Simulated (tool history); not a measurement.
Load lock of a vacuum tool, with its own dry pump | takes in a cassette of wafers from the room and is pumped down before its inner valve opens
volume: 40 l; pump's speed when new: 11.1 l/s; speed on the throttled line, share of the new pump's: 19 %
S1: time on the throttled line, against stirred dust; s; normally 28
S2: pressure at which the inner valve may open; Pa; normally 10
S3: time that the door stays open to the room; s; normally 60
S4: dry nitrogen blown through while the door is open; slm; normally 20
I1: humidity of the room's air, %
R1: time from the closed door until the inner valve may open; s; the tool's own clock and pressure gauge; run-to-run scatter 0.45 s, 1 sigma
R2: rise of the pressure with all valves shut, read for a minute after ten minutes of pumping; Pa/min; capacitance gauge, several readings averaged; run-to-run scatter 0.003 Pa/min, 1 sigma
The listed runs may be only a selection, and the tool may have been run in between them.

{"run": 1, "hour": 0.0, "S1": 28, "S2": 10, "S3": 60, "S4": 20, "I1": 44, "R1": 59.1, "R2": 0.398}
{"hour": 224.3, "done": "door's seal changed, seat wiped"}
{"run": 2, "hour": 345.9, "S1": 28, "S2": 10, "S3": 60, "S4": 20, "I1": 41.1, "R1": 60.2, "R2": 0.024}
{"run": 3, "hour": 620.1, "S1": 28, "S2": 10, "S3": 60, "S4": 20, "I1": 49, "R1": 60.6, "R2": 0.026}
{"run": 4, "hour": 968.1, "S1": 28, "S2": 10, "S3": 60, "S4": 20, "I1": 43.3, "R1": 59.6, "R2": 0.031}
{"run": 5, "hour": 1264.0, "S1": 28, "S2": 10, "S3": 60, "S4": 20, "I1": 41, "R1": 60.5, "R2": 0.04}
{"run": 6, "hour": 1596.4, "S1": 28, "S2": 10, "S3": 152, "S4": 20, "I1": 47.3, "R1": 60.2, "R2": 0.056}
{"run": 7, "hour": 1988.0, "S1": 28, "S2": 10, "S3": 152, "S4": 20, "I1": 42.8, "R1": 59.4, "R2": 0.064}
{"run": 8, "hour": 2216.8, "S1": 15, "S2": 10, "S3": 60, "S4": 20, "I1": 45.5, "R1": 50.1, "R2": 0.054}
{"run": 9, "hour": 2595.1, "S1": 28, "S2": 10, "S3": 60, "S4": 20, "I1": 41.7, "R1": 60.2, "R2": 0.056}
{"run": 10, "hour": 2856.7, "S1": 28, "S2": 10, "S3": 41, "S4": 20, "I1": 47, "R1": 60.6, "R2": 0.061}
{"run": 11, "hour": 3093.8, "S1": 28, "S2": 10, "S3": 60, "S4": 20, "I1": 41.8, "R1": 61.5, "R2": 0.071}
{"run": 12, "hour": 3473.4, "S1": 28, "S2": 10, "S3": 55, "S4": 43, "I1": 46.9, "R1": 60.5, "R2": 0.075}
{"run": 13, "hour": 3930.7, "S1": 28, "S2": 10, "S3": 60, "S4": 9, "I1": 44.9, "R1": 59.9, "R2": 0.104}
{"run": 14, "hour": 4214.9, "S1": 28, "S2": 16, "S3": 48, "S4": 21, "I1": 46.1, "R1": 59, "R2": 0.102}
{"run": 15, "hour": 4511.4, "S1": 49, "S2": 15, "S3": 75, "S4": 40, "I1": 47.9, "R1": 75, "R2": 0.106}
{"run": 16, "hour": 4943.5, "S1": 28, "S2": 10, "S3": 131, "S4": 20, "I1": 45.6, "R1": 61.4, "R2": 0.141}
{"run": 17, "hour": 5234.7, "S1": 35, "S2": 17, "S3": 168, "S4": 25, "I1": 42.1, "R1": 64.2, "R2": 0.144}
{"run": 18, "hour": 5626.9, "S1": 47, "S2": 13, "S3": 60, "S4": 20, "I1": 44.9, "R1": 75.5, "R2": 0.152}
{"run": 19, "hour": 5917.4, "S1": 47, "S2": 13, "S3": 60, "S4": 20, "I1": 43.3, "R1": 74.2, "R2": 0.162}
{"run": 20, "hour": 6167.8, "S1": 28, "S2": 10, "S3": 60, "S4": 20, "I1": 49, "R1": 61.9, "R2": 0.172}
{"run": 21, "hour": 6504.3, "S1": 28, "S2": 10, "S3": 60, "S4": 16, "I1": 46.7, "R1": 62.1, "R2": 0.186}
{"run": 22, "hour": 6723.8, "S1": 48, "S2": 18, "S3": 27, "S4": 24, "I1": 44.6, "R1": 74.9, "R2": 0.184}

Here are 4 independent what-if runs from the current tool condition. What would each one return?
{"run": "A", "hour": 7102.1, "S1": 28, "S2": 11, "S3": 31, "S4": 13, "I1": 46.6, "R1": "?", "R2": "?"}
{"run": "B", "hour": 7102.1, "S1": 28, "S2": 9, "S3": 30, "S4": 20, "I1": 42.4, "R1": "?", "R2": "?"}
{"run": "C", "hour": 7102.1, "S1": 18, "S2": 10, "S3": 32, "S4": 20, "I1": 42.8, "R1": "?", "R2": "?"}
{"run": "D", "hour": 7102.1, "S1": 48, "S2": 7, "S3": 27, "S4": 8, "I1": 44, "R1": "?", "R2": "?"}

run=A R1=61 R2=0.209
run=B R1=61.9 R2=0.208
run=C R1=54.1 R2=0.202
run=D R1=78.8 R2=0.207
Had the tool no hidden state, the same runs would have come out as:
run=A R1=55.4 R2=0.019
run=B R1=56.1 R2=0.015
run=C R1=47.9 R2=0.011
run=D R1=73.5 R2=0.018
